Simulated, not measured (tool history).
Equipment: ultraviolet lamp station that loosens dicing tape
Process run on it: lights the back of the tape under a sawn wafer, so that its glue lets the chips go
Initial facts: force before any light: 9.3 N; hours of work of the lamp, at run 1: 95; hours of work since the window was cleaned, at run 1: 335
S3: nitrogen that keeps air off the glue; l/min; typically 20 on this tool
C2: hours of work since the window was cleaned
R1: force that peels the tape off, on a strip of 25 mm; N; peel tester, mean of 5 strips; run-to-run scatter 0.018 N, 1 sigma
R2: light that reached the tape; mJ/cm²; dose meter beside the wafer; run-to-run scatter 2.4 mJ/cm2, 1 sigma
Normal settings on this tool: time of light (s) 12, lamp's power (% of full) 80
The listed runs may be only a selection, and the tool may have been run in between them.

run 1 hour=0 | time_of_light_(s)=12 lamp's_power_(%_of_full)=80 S3=20 | hours_of_work_of_the_lamp=95 C2=335 | R1=1.052 R2=242
run 2 hour=9.7 | time_of_light_(s)=12 lamp's_power_(%_of_full)=80 S3=20 | hours_of_work_of_the_lamp=101 C2=341 | R1=1.078 R2=247
run 3 hour=20.8 | time_of_light_(s)=16 lamp's_power_(%_of_full)=80 S3=20 | hours_of_work_of_the_lamp=108 C2=348 | R1=0.643 R2=325
run 4 hour=30.7 | time_of_light_(s)=12 lamp's_power_(%_of_full)=80 S3=20 | hours_of_work_of_the_lamp=114 C2=354 | R1=1.074 R2=239
run 5 hour=40.3 | time_of_light_(s)=12 lamp's_power_(%_of_full)=80 S3=20 | hours_of_work_of_the_lamp=120 C2=360 | R1=1.106 R2=242
run 6 hour=48.6 | time_of_light_(s)=12 lamp's_power_(%_of_full)=77 S3=20 | hours_of_work_of_the_lamp=125 C2=365 | R1=1.208 R2=230
run 7 hour=55.3 | time_of_light_(s)=8 lamp's_power_(%_of_full)=77 S3=20 | hours_of_work_of_the_lamp=129 C2=369 | R1=2.251 R2=150
run 8 hour=67.3 | time_of_light_(s)=8 lamp's_power_(%_of_full)=77 S3=20 | hours_of_work_of_the_lamp=137 C2=376 | R1=2.165 R2=154
run 9 hour=78.5 | time_of_light_(s)=10 lamp's_power_(%_of_full)=80 S3=20 | hours_of_work_of_the_lamp=144 C2=383 | R1=1.557 R2=201
run 10 hour=90.1 | time_of_light_(s)=10 lamp's_power_(%_of_full)=80 S3=20 | hours_of_work_of_the_lamp=151 C2=391 | R1=1.592 R2=194
run 11 hour=97.4 | time_of_light_(s)=7 lamp's_power_(%_of_full)=80 S3=20 | hours_of_work_of_the_lamp=156 C2=395 | R1=2.612 R2=139
-- hour=99.8 window cleaned of glue's vapour
run 12 hour=105 | time_of_light_(s)=12 lamp's_power_(%_of_full)=80 S3=20 | hours_of_work_of_the_lamp=160 C2=3 | R1=1.249 R2=231
run 13 hour=115.9 | time_of_light_(s)=12 lamp's_power_(%_of_full)=80 S3=20 | hours_of_work_of_the_lamp=167 C2=10 | R1=1.198 R2=233
run 14 hour=125 | time_of_light_(s)=12 lamp's_power_(%_of_full)=80 S3=20 | hours_of_work_of_the_lamp=172 C2=16 | R1=1.255 R2=226
run 15 hour=137.2 | time_of_light_(s)=12 lamp's_power_(%_of_full)=80 S3=20 | hours_of_work_of_the_lamp=180 C2=23 | R1=1.195 R2=224
run 16 hour=147.3 | time_of_light_(s)=8 lamp's_power_(%_of_full)=64 S3=20 | hours_of_work_of_the_lamp=186 C2=30 | R1=3.115 R2=121
run 17 hour=157 | time_of_light_(s)=22 lamp's_power_(%_of_full)=79 S3=9 | hours_of_work_of_the_lamp=192 C2=36 | R1=0.76 R2=405
-- hour=162.2 window cleaned of glue's vapour, once more
run 18 hour=170.3 | time_of_light_(s)=22 lamp's_power_(%_of_full)=79 S3=21 | hours_of_work_of_the_lamp=200 C2=5 | R1=0.369 R2=442
run 19 hour=182 | time_of_light_(s)=8 lamp's_power_(%_of_full)=86 S3=20 | hours_of_work_of_the_lamp=208 C2=12 | R1=1.908 R2=174
run 20 hour=194.8 | time_of_light_(s)=22 lamp's_power_(%_of_full)=79 S3=29 | hours_of_work_of_the_lamp=216 C2=20 | R1=0.325 R2=430
run 21 hour=200.5 | time_of_light_(s)=22 lamp's_power_(%_of_full)=79 S3=29 | hours_of_work_of_the_lamp=219 C2=24 | R1=0.326 R2=430
run 22 hour=209.4 | time_of_light_(s)=22 lamp's_power_(%_of_full)=79 S3=29 | hours_of_work_of_the_lamp=225 C2=29 | R1=0.334 R2=427
run 23 hour=219.1 | time_of_light_(s)=19 lamp's_power_(%_of_full)=66 S3=7 | hours_of_work_of_the_lamp=231 C2=35 | R1=1.465 R2=305
run 24 hour=227.4 | time_of_light_(s)=24 lamp's_power_(%_of_full)=79 S3=7 | hours_of_work_of_the_lamp=236 C2=41 | R1=0.696 R2=462
run 25 hour=238.4 | time_of_light_(s)=9 lamp's_power_(%_of_full)=93 S3=12 | hours_of_work_of_the_lamp=243 C2=47 | R1=1.902 R2=200
run 26 hour=244.1 | time_of_light_(s)=9 lamp's_power_(%_of_full)=93 S3=22 | hours_of_work_of_the_lamp=246 C2=51 | R1=1.406 R2=204
run 27 hour=250.2 | time_of_light_(s)=12 lamp's_power_(%_of_full)=87 S3=20 | hours_of_work_of_the_lamp=250 C2=55 | R1=1.01 R2=253
run 28 hour=257.4 | time_of_light_(s)=15 lamp's_power_(%_of_full)=79 S3=20 | hours_of_work_of_the_lamp=254 C2=59 | R1=0.774 R2=287

Each row is a separate what-if for the run after 28, all from the same tool condition, not one after another. Results?
run A hour=269.2 | time_of_light_(s)=14 lamp's_power_(%_of_full)=75 S3=10 | hours_of_work_of_the_lamp=262 C2=67 | R1=? R2=?
run B hour=269.2 | time_of_light_(s)=17 lamp's_power_(%_of_full)=79 S3=20 | hours_of_work_of_the_lamp=262 C2=67 | R1=? R2=?
run C hour=269.2 | time_of_light_(s)=11 lamp's_power_(%_of_full)=97 S3=20 | hours_of_work_of_the_lamp=262 C2=67 | R1=? R2=?

run=A R1=1.582 R2=246
run=B R1=0.645 R2=318
run=C R1=1.006 R2=259
Without the tool's unlogged condition, the same runs would have read:
run=A R1=1.183 R2=292
run=B R1=0.469 R2=378
run=C R1=0.727 R2=306

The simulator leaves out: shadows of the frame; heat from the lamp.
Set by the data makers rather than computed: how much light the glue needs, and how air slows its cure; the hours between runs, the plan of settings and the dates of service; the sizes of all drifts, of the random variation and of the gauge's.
